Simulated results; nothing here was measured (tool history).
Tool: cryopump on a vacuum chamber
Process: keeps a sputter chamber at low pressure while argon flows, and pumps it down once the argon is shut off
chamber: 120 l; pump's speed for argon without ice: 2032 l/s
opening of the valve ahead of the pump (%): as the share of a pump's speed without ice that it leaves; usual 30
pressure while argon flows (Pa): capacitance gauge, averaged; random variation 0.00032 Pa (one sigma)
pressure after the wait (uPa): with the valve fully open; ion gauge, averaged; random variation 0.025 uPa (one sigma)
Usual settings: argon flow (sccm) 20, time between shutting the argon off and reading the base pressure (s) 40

| run | day | argon flow (sccm) | time between shutting the argon off and reading the base pressure (s) | opening of the valve ahead of the pump (%) | pressure while argon flows (Pa) | pressure after the wait (uPa) |
|---|---|---|---|---|---|---|
| 1 | 0 | 20 | 40 | 30 | 0.0586 | 1.7 |
| 2 | 2.408 | 20 | 40 | 30 | 0.0592 | 1.76 |
| 3 | 4.083 | 20 | 40 | 39 | 0.0465 | 1.81 |
|  | 4.346 | leaking fittings of the chamber tightened, without venting |
|  | 5.125 | pump warmed up, emptied and cooled again |
| 4 | 7.262 | 20 | 40 | 39 | 0.0438 | 1.05 |
| 5 | 10.654 | 20 | 40 | 39 | 0.0438 | 1.05 |
| 6 | 13.942 | 20 | 40 | 21 | 0.0805 | 1.09 |
| 7 | 16.025 | 20 | 40 | 21 | 0.081 | 1.07 |
| 8 | 17.783 | 17 | 40 | 21 | 0.0688 | 1.09 |
| 9 | 20.421 | 17 | 40 | 21 | 0.0695 | 1.08 |
| 10 | 22.792 | 20 | 40 | 30 | 0.0577 | 1.12 |
| 11 | 26.15 | 20 | 40 | 30 | 0.0583 | 1.1 |
| 12 | 28.933 | 20 | 29 | 30 | 0.0583 | 1.44 |
| 13 | 31.817 | 20 | 29 | 30 | 0.0591 | 1.48 |
|  | 33.538 | pump warmed up, emptied and cooled again |
| 14 | 34.883 | 19 | 40 | 30 | 0.0535 | 1.11 |
| 15 | 38.312 | 20 | 40 | 30 | 0.0564 | 1.13 |
| 16 | 39.879 | 20 | 40 | 30 | 0.0571 | 1.2 |
| 17 | 42.842 | 20 | 40 | 43 | 0.0409 | 1.2 |

Run 18 comes next. What will it give?
| 18 | 45.896 | 22 | 76 | 50 | ? | ? |

Run 18 gave pressure while argon flows (Pa) 0.0395, pressure after the wait (uPa) 0.82.
Without the tool's hidden state the same run would have given pressure while argon flows (Pa) 0.037, pressure after the wait (uPa) 0.63.

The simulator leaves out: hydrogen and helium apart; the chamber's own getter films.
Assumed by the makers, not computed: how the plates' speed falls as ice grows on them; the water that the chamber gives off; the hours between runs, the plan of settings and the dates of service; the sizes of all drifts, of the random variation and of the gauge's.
